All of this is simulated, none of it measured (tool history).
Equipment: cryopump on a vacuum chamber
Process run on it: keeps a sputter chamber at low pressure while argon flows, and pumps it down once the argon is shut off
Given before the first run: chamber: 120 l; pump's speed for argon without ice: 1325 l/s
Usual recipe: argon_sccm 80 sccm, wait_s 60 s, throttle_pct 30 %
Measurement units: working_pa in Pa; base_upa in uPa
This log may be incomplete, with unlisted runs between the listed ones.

Run 1, hour 0.0: usual settings. Result: working_pa 0.3438 Pa, base_upa 2.17 uPa.
Run 2, hour 90.3: usual settings. Result: working_pa 0.3454 Pa, base_upa 2.26 uPa.
Run 3, hour 159.8: usual settings. Result: working_pa 0.3459 Pa, base_upa 2.44 uPa.
Run 4, hour 230.5: usual settings. Result: working_pa 0.3460 Pa, base_upa 2.58 uPa.
Run 5, hour 355.9: usual settings. Result: working_pa 0.3486 Pa, base_upa 2.67 uPa.
Run 6, hour 486.9: usual settings. Result: working_pa 0.3515 Pa, base_upa 2.77 uPa.
Run 7, hour 565.6: usual settings. Result: working_pa 0.3532 Pa, base_upa 2.90 uPa.
Run 8, hour 631.5: usual settings but wait_s 28 s. Result: working_pa 0.3539 Pa, base_upa 4.00 uPa.
Run 9, hour 742.0: usual settings. Result: working_pa 0.3602 Pa, base_upa 3.36 uPa.
Run 10, hour 830.0: usual settings. Result: working_pa 0.3572 Pa, base_upa 3.42 uPa.
Run 11, hour 934.2: usual settings. Result: working_pa 0.3639 Pa, base_upa 3.55 uPa.
Run 12, hour 991.4: usual settings but throttle_pct 28 %. Result: working_pa 0.3873 Pa, base_upa 3.65 uPa.
Run 13, hour 1063.6: usual settings but throttle_pct 28 %. Result: working_pa 0.3909 Pa, base_upa 3.90 uPa.
At hour 1117.7: pump warmed up, emptied and cooled again.
At hour 1125.7: leaking fittings of the chamber tightened, without venting.
Run 14, hour 1188.9: usual settings but throttle_pct 28 %. Result: working_pa 0.3661 Pa, base_upa 1.00 uPa.
Run 15, hour 1264.2: usual settings. Result: working_pa 0.3456 Pa, base_upa 1.17 uPa.
Run 16, hour 1371.6: usual settings. Result: working_pa 0.3484 Pa, base_upa 1.20 uPa.
Run 17, hour 1449.8: usual settings. Result: working_pa 0.3494 Pa, base_upa 1.34 uPa.
Run 18, hour 1555.4: usual settings but argon_sccm 94 sccm, wait_s 82 s, throttle_pct 49 %. Result: working_pa 0.2557 Pa, base_upa 1.24 uPa.
Run 19, hour 1679.8: usual settings but argon_sccm 131 sccm, throttle_pct 27 %. Result: working_pa 0.6430 Pa, base_upa 1.59 uPa.
Run 20, hour 1755.9: usual settings but argon_sccm 94 sccm, throttle_pct 25 %. Result: working_pa 0.4989 Pa, base_upa 1.67 uPa.
Run 21, hour 1862.7: usual settings but argon_sccm 44 sccm, wait_s 162 s, throttle_pct 28 %. Result: working_pa 0.2105 Pa, base_upa 1.33 uPa.
Run 22, hour 1985.3: usual settings but argon_sccm 66 sccm. Result: working_pa 0.2948 Pa, base_upa 1.98 uPa.
Run 23, hour 2090.9: usual settings but argon_sccm 46 sccm, wait_s 43 s. Result: working_pa 0.2095 Pa, base_upa 2.40 uPa.
Run 24, hour 2179.2: usual settings but argon_sccm 57 sccm, wait_s 219 s, throttle_pct 35 %. Result: working_pa 0.2254 Pa, base_upa 1.83 uPa.
At hour 2239.3: pump warmed up, emptied and cooled again.
Run 25, hour 2268.2: usual settings but argon_sccm 57 sccm, wait_s 219 s, throttle_pct 35 %. Result: working_pa 0.2101 Pa, base_upa 1.57 uPa.
Run 26, hour 2365.3: usual settings but argon_sccm 57 sccm, wait_s 219 s, throttle_pct 35 %. Result: working_pa 0.2112 Pa, base_upa 1.68 uPa.
Run 27, hour 2477.2: usual settings but argon_sccm 57 sccm, wait_s 219 s, throttle_pct 35 %. Result: working_pa 0.2116 Pa, base_upa 1.88 uPa.
Run 28, hour 2551.5: usual settings but argon_sccm 57 sccm, wait_s 219 s, throttle_pct 35 %. Result: working_pa 0.2138 Pa, base_upa 2.02 uPa.
Run 29, hour 2609.0: usual settings but argon_sccm 57 sccm, wait_s 219 s, throttle_pct 35 %. Result: working_pa 0.2135 Pa, base_upa 2.14 uPa.
Run 30, hour 2719.9: usual settings but wait_s 50 s, throttle_pct 24 %. Result: working_pa 0.4368 Pa, base_upa 2.85 uPa.
Run 31, hour 2783.4: usual settings but argon_sccm 78 sccm, wait_s 72 s, throttle_pct 58 %. Result: working_pa 0.1845 Pa, base_upa 2.72 uPa.
Run 32, hour 2900.5: usual settings but argon_sccm 150 sccm, wait_s 224 s, throttle_pct 35 %. Result: working_pa 0.5729 Pa, base_upa 2.51 uPa.
Run 33, hour 3018.0: usual settings but argon_sccm 58 sccm, wait_s 23 s, throttle_pct 39 %. Result: working_pa 0.2033 Pa, base_upa 4.43 uPa.
Run 34, hour 3126.0: usual settings but argon_sccm 109 sccm, wait_s 20 s, throttle_pct 18 %. Result: working_pa 0.7995 Pa, base_upa 4.86 uPa.

Here are 3 independent what-if runs from the current tool condition. What would each one return?
Run A, hour 3223.2: usual settings but argon_sccm 45 sccm, wait_s 158 s, throttle_pct 56 %. Result: working_pa ?, base_upa ?.
Run B, hour 3223.2: usual settings but argon_sccm 97 sccm, wait_s 20 s, throttle_pct 18 %. Result: working_pa ?, base_upa ?.
Run C, hour 3223.2: usual settings but argon_sccm 92 sccm, wait_s 28 s, throttle_pct 51 %. Result: working_pa ?, base_upa ?.

run  working_pa  base_upa
  A      0.1161      3.13
  B      0.7135      5.01
  C      0.2552      4.31
Stripped of hidden state, with their random variation kept, the same runs would have yielded:
run  working_pa  base_upa
  A      0.1028      0.50
  B      0.6849      2.41
  C      0.2281      1.74

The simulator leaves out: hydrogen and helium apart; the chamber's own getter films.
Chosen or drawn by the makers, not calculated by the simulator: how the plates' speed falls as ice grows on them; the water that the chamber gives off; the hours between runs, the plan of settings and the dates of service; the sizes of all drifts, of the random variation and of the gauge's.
